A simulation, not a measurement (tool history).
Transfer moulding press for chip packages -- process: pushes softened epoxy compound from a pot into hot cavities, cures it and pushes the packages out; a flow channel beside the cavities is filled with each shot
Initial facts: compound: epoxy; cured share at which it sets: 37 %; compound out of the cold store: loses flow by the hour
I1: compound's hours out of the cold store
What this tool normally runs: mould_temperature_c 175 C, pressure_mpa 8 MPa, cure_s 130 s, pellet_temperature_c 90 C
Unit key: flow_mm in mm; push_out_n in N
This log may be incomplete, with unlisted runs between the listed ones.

Run 1, hour 0: usual settings; I1 45.3. Result: flow_mm 710 mm, push_out_n 298 N.
Run 2, hour 36.3: usual settings; I1 41.5. Result: flow_mm 707 mm, push_out_n 389 N.
Run 3, hour 73.5: usual settings but cure_s 133 s; I1 44.2. Result: flow_mm 706 mm, push_out_n 462 N.
At hour 96.6: cavities cleaned with cleaning compound and waxed.
Run 4, hour 107.3: usual settings but pressure_mpa 8.55 MPa; I1 23.6. Result: flow_mm 781 mm, push_out_n 305 N.
Run 5, hour 126.8: usual settings but pressure_mpa 8.55 MPa; I1 47.1. Result: flow_mm 716 mm, push_out_n 354 N.
Run 6, hour 151.3: usual settings but pressure_mpa 8.55 MPa; I1 40.9. Result: flow_mm 727 mm, push_out_n 420 N.
Run 7, hour 177.5: usual settings but mould_temperature_c 179 C, pressure_mpa 9.6 MPa, cure_s 117 s; I1 45.7. Result: flow_mm 742 mm, push_out_n 445 N.
At hour 198.3: cavities cleaned with cleaning compound and waxed.
Run 8, hour 198.3: usual settings but mould_temperature_c 179 C, pressure_mpa 9.6 MPa, cure_s 117 s; I1 38.4. Result: flow_mm 767 mm, push_out_n 261 N.

Run 9 has not been measured yet. What should we expect?
Run 9, hour 215.2: usual settings but mould_temperature_c 178 C, pressure_mpa 9.6 MPa, cure_s 117 s, pellet_temperature_c 91 C; I1 18.2. Result: flow_mm ?, push_out_n ?.

flow_mm: 816 mm
push_out_n: 338 N
Without the tool's hidden state the same run would have given flow_mm 891 mm, push_out_n 274 N.
